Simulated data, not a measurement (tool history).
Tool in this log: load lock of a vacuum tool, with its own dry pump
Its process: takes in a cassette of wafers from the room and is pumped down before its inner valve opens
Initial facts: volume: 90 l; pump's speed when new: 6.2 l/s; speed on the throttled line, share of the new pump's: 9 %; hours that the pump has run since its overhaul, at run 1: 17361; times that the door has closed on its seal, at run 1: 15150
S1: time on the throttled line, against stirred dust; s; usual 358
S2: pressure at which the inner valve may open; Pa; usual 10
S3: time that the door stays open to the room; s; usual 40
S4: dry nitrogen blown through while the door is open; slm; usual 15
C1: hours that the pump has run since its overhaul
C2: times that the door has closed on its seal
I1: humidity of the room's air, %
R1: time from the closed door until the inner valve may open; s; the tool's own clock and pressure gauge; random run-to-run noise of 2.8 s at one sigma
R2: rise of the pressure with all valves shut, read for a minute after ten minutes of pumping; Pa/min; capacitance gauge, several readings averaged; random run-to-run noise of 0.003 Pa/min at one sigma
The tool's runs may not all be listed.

run,hour,S1,S2,S3,S4,C1,C2,I1,R1,R2
1,0,358,10,40,15,17361,15150,46.8,487.7,0.102
2,154.6,358,10,40,15,17516,15536,47.6,485.9,0.102
3,272.6,358,10,40,33,17634,15830,41.1,487.4,0.101
4,410.5,358,10,40,33,17772,16173,46.8,488.9,0.106
5,537.6,358,10,40,15,17899,16490,40.9,486.2,0.117
6,675,358,10,40,15,18036,16832,39.9,487.2,0.113
7,748.3,358,10,40,15,18109,17015,43.2,492.2,0.118
8,829.6,358,10,64,15,18191,17218,42.6,485.6,0.123
9,939.9,358,10,64,15,18301,17493,44.5,488.8,0.124
10,1045.7,358,10,64,15,18407,17756,41.7,487.8,0.129
11,1113.7,358,13,40,15,18475,17926,47,482.8,0.125
12,1182.2,358,13,40,15,18543,18096,41.7,488,0.133
13,1297.4,358,13,40,15,18659,18384,45.7,486.5,0.14
14,1388.2,358,10,40,15,18749,18610,46.9,493.6,0.137
15,1496.1,654,10,40,15,18857,18879,45.1,753.2,0.134
16,1612.3,358,10,40,15,18973,19168,43.5,490.3,0.136
17,1702.5,358,10,40,15,19064,19393,44.5,488.8,0.143
18,1801.8,358,11,40,15,19163,19641,45.9,487.7,0.145
19,1887.9,358,11,40,15,19249,19855,47.6,489.7,0.15
20,1986.8,358,11,40,15,19348,20102,45.7,484.7,0.148
21,2142.4,358,11,40,15,19504,20489,43.2,490.8,0.153
22,2206.6,358,12,40,11,19568,20649,44.8,489.3,0.157
23,2306.6,358,8,40,10,19668,20899,42.8,492.6,0.168
24,2400.3,342,10,90,15,19761,21132,43.2,480.1,0.168
25,2558.1,342,10,90,15,19919,21525,44.6,473.9,0.175
26,2698.7,342,10,90,15,20060,21876,43.4,479.5,0.175
27,2779.8,358,10,63,43,20141,22078,44.2,497.7,0.169
28,2850.3,358,10,63,43,20211,22253,45.3,489.2,0.166
29,2982.2,403,10,26,15,20343,22582,45.2,533.5,0.176
30,3074.2,467,8,220,13,20435,22811,42.7,589.6,0.188
31,3171,236,10,60,10,20532,23053,44,388.9,0.195
32,3239.8,626,8,78,6,20601,23224,46,725.6,0.196
33,3337.7,207,13,40,15,20699,23468,46.1,359,0.177
34,3464.2,207,13,40,15,20825,23783,46.3,352.3,0.189
35,3596.4,207,9,40,15,20957,24113,43.1,368.7,0.194
36,3708.8,207,9,40,15,21070,24393,39.9,367.2,0.195

Consider 4 possible next runs. They are alternatives, not a sequence: every one starts from the tool as it was left by run 36. What does each give?
A,3809.5,565,9,45,8,21171,24644,44.8,?,?
B,3809.5,418,9,40,15,21171,24644,46.3,?,?
C,3809.5,358,10,34,15,21171,24644,44.7,?,?
D,3809.5,358,14,46,15,21171,24644,45,?,?

run,R1,R2
A,682.9,0.201
B,542.1,0.196
C,497,0.201
D,487.5,0.2
Take away the tool's hidden state, keep each run's random variation, and the runs would have read:
run,R1,R2
A,653.5,0.018
B,508.6,0.015
C,462,0.016
D,454.4,0.017
